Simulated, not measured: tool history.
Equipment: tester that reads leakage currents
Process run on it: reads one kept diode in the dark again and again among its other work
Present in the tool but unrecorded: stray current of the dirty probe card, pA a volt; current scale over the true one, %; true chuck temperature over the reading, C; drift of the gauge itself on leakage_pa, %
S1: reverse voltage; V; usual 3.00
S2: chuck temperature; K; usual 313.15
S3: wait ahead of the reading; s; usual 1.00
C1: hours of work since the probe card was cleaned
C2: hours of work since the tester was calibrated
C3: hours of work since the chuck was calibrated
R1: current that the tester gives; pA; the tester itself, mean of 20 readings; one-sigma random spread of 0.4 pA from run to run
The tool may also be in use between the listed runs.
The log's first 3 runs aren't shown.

run	hour	S1	S2	S3	C1	C2	C3	R1
4	143.8	15.79	313.15	0.70	1090	366	761	261.53
5	211.5	15.79	313.15	0.70	1137	413	808	262.04
6	258.4	3.00	322.15	1.00	1169	445	840	271.49
7	289.6	1.12	313.15	1.00	1191	467	861	90.37
8	353.7	1.12	313.15	1.00	1235	511	905	90.37
9	392.0	1.12	313.15	1.00	1261	537	932	90.38
10	456.6	1.12	313.15	1.00	1305	581	976	90.38
# hour 498.6: probe card cleaned and baked
11	524.5	3.00	313.15	1.00	18	626	1021	132.78
12	556.5	3.00	313.15	0.38	40	648	1043	135.17
13	604.1	3.00	313.15	0.38	72	681	1076	135.05
14	640.0	3.00	313.15	0.38	97	705	1100	134.73
15	677.2	3.00	313.15	0.38	123	731	1126	134.66
16	719.0	1.74	294.15	0.98	151	760	1154	21.06
17	753.7	3.00	309.15	1.00	175	783	1178	96.07
18	783.2	3.00	313.15	3.78	196	804	1199	131.79
19	829.9	3.00	313.15	3.78	228	836	1231	132.69
20	879.6	2.21	325.15	4.81	262	870	1265	301.00
21	931.7	8.38	304.15	1.00	298	906	1301	96.04

What will run 22 give?
22	972.0	3.00	313.15	2.78	325	933	1328	?

Logged for run 22: R1 132.60 pA.
The same run, on a tool lacking any hidden state, would have yielded R1 132.55 pA.
